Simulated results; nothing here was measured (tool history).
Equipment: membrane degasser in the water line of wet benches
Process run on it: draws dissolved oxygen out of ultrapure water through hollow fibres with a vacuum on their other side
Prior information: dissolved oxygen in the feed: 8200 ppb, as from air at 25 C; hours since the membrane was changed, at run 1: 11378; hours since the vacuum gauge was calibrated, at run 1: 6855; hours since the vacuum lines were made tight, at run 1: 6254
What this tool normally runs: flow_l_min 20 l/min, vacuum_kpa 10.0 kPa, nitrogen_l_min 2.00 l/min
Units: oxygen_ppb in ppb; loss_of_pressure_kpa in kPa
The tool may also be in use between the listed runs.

run,day,flow_l_min,vacuum_kpa,nitrogen_l_min,hours since the membrane was changed,hours since the vacuum gauge was calibrated,hours since the vacuum lines were made tight,oxygen_ppb,loss_of_pressure_kpa
1,0.000,20,10.0,2.00,11378,6855,6254,185.9,61.21
2,12.250,20,10.0,2.00,11672,7149,6549,186.5,61.15
3,18.750,20,14.2,2.00,11828,7305,6704,278.3,61.56
4,30.875,20,14.2,2.00,12119,7596,6995,279.6,61.01
5,36.958,20,14.2,2.00,12265,7742,7141,281.3,61.42
# day 39.683: membrane cartridge changed
6,45.683,20,14.2,2.00,144,7948,7347,281.5,61.55
7,55.846,20,11.0,1.40,388,8192,7591,279.1,61.44
# day 56.721: vacuum gauge calibrated
8,69.650,13,21.0,1.60,719,310,7922,336.7,39.88
9,82.758,13,21.0,1.60,1033,625,8236,336.5,39.77
# day 91.433: seals of the vacuum lines changed
10,95.142,13,10.9,2.63,1328,920,89,93.7,39.91
11,106.683,19,10.9,3.57,1605,1197,366,121.0,57.90
12,119.662,19,10.9,3.57,1917,1509,677,122.0,58.46

Each row is a separate what-if for the run after 12, all from the same tool condition, not one after another. Results?
A,127.483,17,10.0,4.78,2105,1696,865,?,?
B,127.483,18,6.4,5.03,2105,1696,865,?,?
C,127.483,25,6.1,2.22,2105,1696,865,?,?
D,127.483,20,10.0,3.64,2105,1696,865,?,?
E,127.483,17,9.5,1.77,2105,1696,865,?,?

run,oxygen_ppb,loss_of_pressure_kpa
A,73.2,52.09
B,46.4,55.18
C,141.7,76.46
D,117.1,61.52
E,154.3,52.12
With no hidden state in the tool, these same runs would have given:
run,oxygen_ppb,loss_of_pressure_kpa
A,73.2,52.08
B,46.4,55.17
C,141.6,76.45
D,117.0,61.51
E,154.3,52.11
